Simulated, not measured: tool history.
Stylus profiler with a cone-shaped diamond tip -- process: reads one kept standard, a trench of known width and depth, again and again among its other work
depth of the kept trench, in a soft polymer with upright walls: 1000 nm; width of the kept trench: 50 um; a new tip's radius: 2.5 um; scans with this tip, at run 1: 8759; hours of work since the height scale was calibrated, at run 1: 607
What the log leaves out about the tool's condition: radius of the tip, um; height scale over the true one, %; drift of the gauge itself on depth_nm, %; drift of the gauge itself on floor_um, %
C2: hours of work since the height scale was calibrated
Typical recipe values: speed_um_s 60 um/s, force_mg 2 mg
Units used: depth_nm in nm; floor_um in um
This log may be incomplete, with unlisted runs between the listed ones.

{"run": 1, "hour": 0.0, "speed_um_s": 60, "force_mg": 2, "scans with this tip": 8759, "C2": 607, "depth_nm": 1015.01, "floor_um": 45.58}
{"run": 2, "hour": 62.6, "speed_um_s": 60, "force_mg": 0.91, "scans with this tip": 9348, "C2": 647, "depth_nm": 1008.84, "floor_um": 45.37}
{"run": 3, "hour": 102.9, "speed_um_s": 60, "force_mg": 0.91, "scans with this tip": 9727, "C2": 674, "depth_nm": 1008.79, "floor_um": 45.39}
{"run": 4, "hour": 160.5, "speed_um_s": 60, "force_mg": 0.91, "scans with this tip": 10270, "C2": 711, "depth_nm": 1009.1, "floor_um": 45.37}
{"run": 5, "hour": 224.3, "speed_um_s": 60, "force_mg": 0.91, "scans with this tip": 10870, "C2": 753, "depth_nm": 1009.05, "floor_um": 45.4}
{"run": 6, "hour": 264.2, "speed_um_s": 60, "force_mg": 2, "scans with this tip": 11246, "C2": 779, "depth_nm": 1014.85, "floor_um": 45.57}
{"run": 7, "hour": 307.1, "speed_um_s": 22, "force_mg": 2, "scans with this tip": 11649, "C2": 807, "depth_nm": 1014.96, "floor_um": 45.87}
{"run": 8, "hour": 368.4, "speed_um_s": 22, "force_mg": 2, "scans with this tip": 12227, "C2": 847, "depth_nm": 1014.94, "floor_um": 45.79}
{"hour": 388.4, "done": "new tip fitted, height scale calibrated"}
{"run": 9, "hour": 407.1, "speed_um_s": 22, "force_mg": 2, "scans with this tip": 176, "C2": 12, "depth_nm": 1014.57, "floor_um": 45.87}
{"run": 10, "hour": 466.4, "speed_um_s": 22, "force_mg": 2, "scans with this tip": 734, "C2": 51, "depth_nm": 1014.81, "floor_um": 45.89}
{"run": 11, "hour": 506.9, "speed_um_s": 60, "force_mg": 2.9, "scans with this tip": 1115, "C2": 77, "depth_nm": 1019.04, "floor_um": 45.63}
{"run": 12, "hour": 555.7, "speed_um_s": 60, "force_mg": 2.9, "scans with this tip": 1575, "C2": 109, "depth_nm": 1019.28, "floor_um": 45.64}
{"run": 13, "hour": 598.3, "speed_um_s": 60, "force_mg": 2, "scans with this tip": 1976, "C2": 137, "depth_nm": 1014.32, "floor_um": 45.59}
{"run": 14, "hour": 654.3, "speed_um_s": 60, "force_mg": 2, "scans with this tip": 2503, "C2": 173, "depth_nm": 1014.53, "floor_um": 45.59}
{"run": 15, "hour": 719.3, "speed_um_s": 60, "force_mg": 2, "scans with this tip": 3114, "C2": 216, "depth_nm": 1014.71, "floor_um": 45.58}
{"run": 16, "hour": 769.1, "speed_um_s": 60, "force_mg": 3.55, "scans with this tip": 3583, "C2": 248, "depth_nm": 1021.63, "floor_um": 45.67}
{"run": 17, "hour": 836.2, "speed_um_s": 59, "force_mg": 0.87, "scans with this tip": 4215, "C2": 292, "depth_nm": 1008.45, "floor_um": 45.38}
{"run": 18, "hour": 901.5, "speed_um_s": 44, "force_mg": 2.32, "scans with this tip": 4830, "C2": 334, "depth_nm": 1016.7, "floor_um": 45.67}
{"run": 19, "hour": 968.4, "speed_um_s": 94, "force_mg": 4.54, "scans with this tip": 5459, "C2": 378, "depth_nm": 1026.14, "floor_um": 45.51}
{"run": 20, "hour": 1027.1, "speed_um_s": 94, "force_mg": 4.54, "scans with this tip": 6012, "C2": 416, "depth_nm": 1025.7, "floor_um": 45.53}
{"run": 21, "hour": 1084.7, "speed_um_s": 199, "force_mg": 1.15, "scans with this tip": 6555, "C2": 454, "depth_nm": 1010.01, "floor_um": 44.23}
{"run": 22, "hour": 1139.5, "speed_um_s": 199, "force_mg": 1.15, "scans with this tip": 7071, "C2": 490, "depth_nm": 1010.44, "floor_um": 44.13}
{"run": 23, "hour": 1196.0, "speed_um_s": 115, "force_mg": 0.87, "scans with this tip": 7602, "C2": 526, "depth_nm": 1008.09, "floor_um": 44.77}
{"run": 24, "hour": 1246.6, "speed_um_s": 98, "force_mg": 2, "scans with this tip": 8079, "C2": 559, "depth_nm": 1014.91, "floor_um": 45.28}
{"run": 25, "hour": 1276.2, "speed_um_s": 76, "force_mg": 0.75, "scans with this tip": 8357, "C2": 579, "depth_nm": 1007.46, "floor_um": 45.12}
{"run": 26, "hour": 1314.2, "speed_um_s": 76, "force_mg": 0.75, "scans with this tip": 8715, "C2": 604, "depth_nm": 1007.42, "floor_um": 45.09}
{"run": 27, "hour": 1375.7, "speed_um_s": 103, "force_mg": 3.39, "scans with this tip": 9294, "C2": 644, "depth_nm": 1021.12, "floor_um": 45.41}
{"run": 28, "hour": 1421.7, "speed_um_s": 24, "force_mg": 2, "scans with this tip": 9726, "C2": 674, "depth_nm": 1014.96, "floor_um": 45.81}
{"run": 29, "hour": 1486.4, "speed_um_s": 22, "force_mg": 0.73, "scans with this tip": 10336, "C2": 716, "depth_nm": 1007.64, "floor_um": 45.74}
{"run": 30, "hour": 1534.7, "speed_um_s": 57, "force_mg": 2.94, "scans with this tip": 10790, "C2": 747, "depth_nm": 1019.1, "floor_um": 45.66}

4 ways to go on from here, each from the tool as it stands after run 30. What would each give?
{"run": "A", "hour": 1586.2, "speed_um_s": 153, "force_mg": 2.94, "scans with this tip": 11275, "C2": 781, "depth_nm": "?", "floor_um": "?"}
{"run": "B", "hour": 1586.2, "speed_um_s": 18, "force_mg": 1.07, "scans with this tip": 11275, "C2": 781, "depth_nm": "?", "floor_um": "?"}
{"run": "C", "hour": 1586.2, "speed_um_s": 57, "force_mg": 3.61, "scans with this tip": 11275, "C2": 781, "depth_nm": "?", "floor_um": "?"}
{"run": "D", "hour": 1586.2, "speed_um_s": 186, "force_mg": 0.98, "scans with this tip": 11275, "C2": 781, "depth_nm": "?", "floor_um": "?"}

run=A depth_nm=1019.45 floor_um=45.1
run=B depth_nm=1009.94 floor_um=45.79
run=C depth_nm=1022.17 floor_um=45.67
run=D depth_nm=1009.4 floor_um=44.16
With no hidden state in the tool, these same runs would have given:
run=A depth_nm=1019.44 floor_um=45.13
run=B depth_nm=1009.93 floor_um=45.81
run=C depth_nm=1022.16 floor_um=45.69
run=D depth_nm=1009.39 floor_um=44.18

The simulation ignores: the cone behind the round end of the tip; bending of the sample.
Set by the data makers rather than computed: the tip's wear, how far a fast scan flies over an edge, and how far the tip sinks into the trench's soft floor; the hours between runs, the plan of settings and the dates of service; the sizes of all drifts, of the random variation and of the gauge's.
